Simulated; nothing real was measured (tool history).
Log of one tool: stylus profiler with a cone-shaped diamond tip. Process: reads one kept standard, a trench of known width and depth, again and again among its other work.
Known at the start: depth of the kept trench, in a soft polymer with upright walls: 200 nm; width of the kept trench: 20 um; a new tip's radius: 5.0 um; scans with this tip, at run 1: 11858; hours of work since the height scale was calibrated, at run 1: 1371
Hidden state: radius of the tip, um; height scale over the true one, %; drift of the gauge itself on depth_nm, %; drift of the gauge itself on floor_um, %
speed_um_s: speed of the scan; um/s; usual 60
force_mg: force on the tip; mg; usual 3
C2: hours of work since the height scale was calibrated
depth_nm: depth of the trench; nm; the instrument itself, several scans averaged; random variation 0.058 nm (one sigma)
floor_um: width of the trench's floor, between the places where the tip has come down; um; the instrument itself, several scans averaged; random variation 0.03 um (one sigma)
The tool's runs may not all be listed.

{"run": 1, "hour": 0.0, "speed_um_s": 60, "force_mg": 3, "scans with this tip": 11858, "C2": 1371, "depth_nm": 201.78, "floor_um": 16.98}
{"run": 2, "hour": 57.2, "speed_um_s": 60, "force_mg": 3, "scans with this tip": 12150, "C2": 1405, "depth_nm": 201.61, "floor_um": 17}
{"run": 3, "hour": 109.6, "speed_um_s": 60, "force_mg": 3, "scans with this tip": 12419, "C2": 1436, "depth_nm": 201.73, "floor_um": 16.93}
{"run": 4, "hour": 172.1, "speed_um_s": 60, "force_mg": 3, "scans with this tip": 12738, "C2": 1473, "depth_nm": 201.71, "floor_um": 16.99}
{"run": 5, "hour": 251.5, "speed_um_s": 60, "force_mg": 3, "scans with this tip": 13144, "C2": 1520, "depth_nm": 201.77, "floor_um": 16.99}
{"hour": 286.3, "done": "height scale calibrated on a step standard"}
{"run": 6, "hour": 295.0, "speed_um_s": 60, "force_mg": 3, "scans with this tip": 13364, "C2": 5, "depth_nm": 201.72, "floor_um": 16.97}
{"run": 7, "hour": 331.0, "speed_um_s": 60, "force_mg": 3, "scans with this tip": 13549, "C2": 26, "depth_nm": 201.74, "floor_um": 16.93}
{"run": 8, "hour": 415.0, "speed_um_s": 60, "force_mg": 3, "scans with this tip": 13978, "C2": 76, "depth_nm": 201.69, "floor_um": 16.96}
{"run": 9, "hour": 482.7, "speed_um_s": 60, "force_mg": 3, "scans with this tip": 14324, "C2": 116, "depth_nm": 201.73, "floor_um": 17.02}
{"run": 10, "hour": 518.8, "speed_um_s": 16, "force_mg": 3, "scans with this tip": 14509, "C2": 138, "depth_nm": 201.69, "floor_um": 17.07}
{"run": 11, "hour": 555.7, "speed_um_s": 60, "force_mg": 3, "scans with this tip": 14698, "C2": 159, "depth_nm": 201.76, "floor_um": 16.93}
{"run": 12, "hour": 635.8, "speed_um_s": 60, "force_mg": 3, "scans with this tip": 15107, "C2": 207, "depth_nm": 201.72, "floor_um": 16.96}
{"hour": 643.3, "done": "new tip fitted, height scale calibrated"}
{"run": 13, "hour": 696.9, "speed_um_s": 60, "force_mg": 1.22, "scans with this tip": 274, "C2": 32, "depth_nm": 200.82, "floor_um": 16.88}
{"run": 14, "hour": 764.1, "speed_um_s": 60, "force_mg": 2.39, "scans with this tip": 618, "C2": 71, "depth_nm": 201.45, "floor_um": 16.99}
{"run": 15, "hour": 816.6, "speed_um_s": 60, "force_mg": 3, "scans with this tip": 887, "C2": 102, "depth_nm": 201.65, "floor_um": 16.99}
{"run": 16, "hour": 851.2, "speed_um_s": 60, "force_mg": 3, "scans with this tip": 1063, "C2": 123, "depth_nm": 201.61, "floor_um": 16.96}
{"run": 17, "hour": 925.2, "speed_um_s": 60, "force_mg": 1, "scans with this tip": 1442, "C2": 167, "depth_nm": 200.81, "floor_um": 16.86}
{"run": 18, "hour": 969.2, "speed_um_s": 60, "force_mg": 1, "scans with this tip": 1667, "C2": 193, "depth_nm": 200.83, "floor_um": 16.84}
{"run": 19, "hour": 1055.3, "speed_um_s": 60, "force_mg": 1.64, "scans with this tip": 2107, "C2": 244, "depth_nm": 201.22, "floor_um": 16.91}
{"run": 20, "hour": 1100.8, "speed_um_s": 60, "force_mg": 3, "scans with this tip": 2340, "C2": 271, "depth_nm": 201.64, "floor_um": 16.99}
{"run": 21, "hour": 1137.3, "speed_um_s": 60, "force_mg": 3, "scans with this tip": 2526, "C2": 292, "depth_nm": 201.73, "floor_um": 17.03}
{"run": 22, "hour": 1182.5, "speed_um_s": 60, "force_mg": 3, "scans with this tip": 2758, "C2": 319, "depth_nm": 201.61, "floor_um": 16.98}
{"run": 23, "hour": 1237.2, "speed_um_s": 47, "force_mg": 3, "scans with this tip": 3037, "C2": 351, "depth_nm": 201.73, "floor_um": 17.01}
{"run": 24, "hour": 1279.1, "speed_um_s": 38, "force_mg": 5.95, "scans with this tip": 3252, "C2": 376, "depth_nm": 202.75, "floor_um": 17.13}
{"run": 25, "hour": 1349.5, "speed_um_s": 84, "force_mg": 2.35, "scans with this tip": 3611, "C2": 418, "depth_nm": 201.43, "floor_um": 16.9}
{"run": 26, "hour": 1430.4, "speed_um_s": 89, "force_mg": 4.36, "scans with this tip": 4025, "C2": 465, "depth_nm": 202.22, "floor_um": 16.97}
{"run": 27, "hour": 1474.8, "speed_um_s": 89, "force_mg": 4.36, "scans with this tip": 4252, "C2": 492, "depth_nm": 202.13, "floor_um": 16.95}
{"run": 28, "hour": 1525.8, "speed_um_s": 91, "force_mg": 4.27, "scans with this tip": 4513, "C2": 522, "depth_nm": 202.27, "floor_um": 16.96}
{"run": 29, "hour": 1584.8, "speed_um_s": 27, "force_mg": 2.82, "scans with this tip": 4815, "C2": 557, "depth_nm": 201.59, "floor_um": 17.13}
{"run": 30, "hour": 1631.8, "speed_um_s": 38, "force_mg": 1.6, "scans with this tip": 5056, "C2": 585, "depth_nm": 201.01, "floor_um": 17.03}
{"run": 31, "hour": 1699.5, "speed_um_s": 38, "force_mg": 1.6, "scans with this tip": 5402, "C2": 625, "depth_nm": 201, "floor_um": 17.01}
{"run": 32, "hour": 1747.0, "speed_um_s": 119, "force_mg": 1.16, "scans with this tip": 5645, "C2": 653, "depth_nm": 200.93, "floor_um": 16.54}
{"run": 33, "hour": 1805.9, "speed_um_s": 86, "force_mg": 5.42, "scans with this tip": 5946, "C2": 688, "depth_nm": 202.52, "floor_um": 16.96}
{"run": 34, "hour": 1874.4, "speed_um_s": 86, "force_mg": 4.35, "scans with this tip": 6296, "C2": 728, "depth_nm": 202.11, "floor_um": 16.92}
{"run": 35, "hour": 1944.9, "speed_um_s": 86, "force_mg": 4.35, "scans with this tip": 6656, "C2": 770, "depth_nm": 202.03, "floor_um": 16.92}
{"run": 36, "hour": 1997.3, "speed_um_s": 16, "force_mg": 2.08, "scans with this tip": 6924, "C2": 801, "depth_nm": 201.35, "floor_um": 17.15}
{"run": 37, "hour": 2078.4, "speed_um_s": 59, "force_mg": 2.78, "scans with this tip": 7339, "C2": 849, "depth_nm": 201.62, "floor_um": 17}

Forecast run 38:
{"run": 38, "hour": 2121.6, "speed_um_s": 59, "force_mg": 2.78, "scans with this tip": 7560, "C2": 874, "depth_nm": "?", "floor_um": "?"}

Run 38 gave depth_nm 201.63 nm, floor_um 17.02 um.
Without the tool's hidden state the same run would have given depth_nm 201.64 nm, floor_um 17.04 um.
